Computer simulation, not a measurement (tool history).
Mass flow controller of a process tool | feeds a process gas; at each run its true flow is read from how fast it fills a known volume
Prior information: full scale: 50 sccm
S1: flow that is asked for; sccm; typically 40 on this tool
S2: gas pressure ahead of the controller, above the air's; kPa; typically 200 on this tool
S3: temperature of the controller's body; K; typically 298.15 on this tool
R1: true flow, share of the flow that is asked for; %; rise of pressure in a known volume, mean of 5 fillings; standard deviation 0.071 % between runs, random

| run | hour | S1 | S2 | S3 | R1 |
|---|---|---|---|---|---|
| 1 | 0 | 40 | 200 | 298.15 | 99.33 |
| 2 | 291.6 | 40 | 200 | 298.15 | 99.34 |
| 3 | 487.9 | 40 | 200 | 298.15 | 99.39 |
| 4 | 652.8 | 40 | 200 | 298.15 | 99.27 |
| 5 | 929.8 | 40 | 200 | 298.15 | 99.19 |
| 6 | 1251.5 | 40 | 200 | 298.15 | 99.33 |
| 7 | 1445.7 | 40 | 200 | 300.15 | 99.29 |
| 8 | 1637.3 | 40 | 200 | 300.15 | 99.37 |
| 9 | 1909.2 | 40 | 200 | 300.15 | 99.37 |
| 10 | 2151 | 40 | 200 | 300.15 | 99.47 |
| 11 | 2429.5 | 40 | 200 | 300.15 | 99.38 |
| 12 | 2584.1 | 40 | 200 | 300.15 | 99.48 |
| 13 | 2819.9 | 40 | 200 | 298.15 | 99.31 |
| 14 | 3123 | 15 | 200 | 298.15 | 99.64 |
| 15 | 3386.6 | 15 | 200 | 298.15 | 99.72 |
| 16 | 3744.8 | 40 | 200 | 298.15 | 99.41 |
| 17 | 4092.1 | 40 | 200 | 298.15 | 99.48 |
| 18 | 4376.8 | 40 | 200 | 298.15 | 99.47 |
| 19 | 4686.4 | 40 | 200 | 298.15 | 99.23 |
| 20 | 4941.1 | 40 | 200 | 294.15 | 99.35 |
| 21 | 5108 | 40 | 200 | 294.15 | 99.16 |
| 22 | 5385.5 | 40 | 200 | 294.15 | 99.32 |
| 23 | 5647.6 | 40 | 200 | 294.15 | 99.36 |
| 24 | 5894.5 | 40 | 200 | 294.15 | 99.38 |
| 25 | 6232.1 | 25 | 248 | 302.15 | 99.44 |
| 26 | 6448 | 25 | 248 | 302.15 | 99.43 |
| 27 | 6627.3 | 35 | 176 | 308.15 | 99.63 |
| 28 | 6848.6 | 35 | 176 | 308.15 | 99.59 |
| 29 | 7191.4 | 40 | 153 | 298.15 | 99.59 |
| 30 | 7384 | 33 | 261 | 311.15 | 99.4 |
| 31 | 7623.4 | 33 | 261 | 311.15 | 99.45 |
| 32 | 7792.9 | 6 | 200 | 298.15 | 106.32 |
| 33 | 7998.3 | 6 | 200 | 298.15 | 106.47 |
| 34 | 8319.8 | 6 | 227 | 298.15 | 106.71 |
| 35 | 8646.8 | 6 | 227 | 298.15 | 106.86 |
| 36 | 8964.2 | 24 | 150 | 298.15 | 99.87 |
| 37 | 9256.9 | 40 | 160 | 299.15 | 99.38 |
| 38 | 9504.8 | 40 | 160 | 299.15 | 99.46 |
| 39 | 9682 | 13 | 148 | 301.15 | 101.77 |
| 40 | 9848.8 | 21 | 160 | 308.15 | 100.35 |
| 41 | 10102.8 | 16 | 265 | 294.15 | 100.58 |
| 42 | 10349.3 | 16 | 161 | 297.15 | 100.98 |
| 43 | 10558.5 | 41 | 187 | 297.15 | 99.56 |
|  | 10652 | controller's zero set anew |
| 44 | 10730.5 | 7 | 200 | 298.15 | 96.24 |
| 45 | 10903.4 | 36 | 219 | 298.15 | 97.47 |
| 46 | 11125 | 36 | 246 | 299.15 | 97.23 |
| 47 | 11398.2 | 36 | 246 | 296.15 | 97.32 |
| 48 | 11626.3 | 22 | 164 | 298.15 | 96.83 |

Forecast each of these 3 alternatives for the next run:
| A | 11880.6 | 8 | 181 | 300.15 | ? |
| B | 11880.6 | 19 | 243 | 313.15 | ? |
| C | 11880.6 | 46 | 164 | 298.15 | ? |

| run | R1 |
|---|---|
| A | 96.76 |
| B | 96.79 |
| C | 97.97 |
Stripped of hidden state, with their random variation kept, the same runs would have yielded:
| run | R1 |
|---|---|
| A | 97.62 |
| B | 98.33 |
| C | 99.8 |

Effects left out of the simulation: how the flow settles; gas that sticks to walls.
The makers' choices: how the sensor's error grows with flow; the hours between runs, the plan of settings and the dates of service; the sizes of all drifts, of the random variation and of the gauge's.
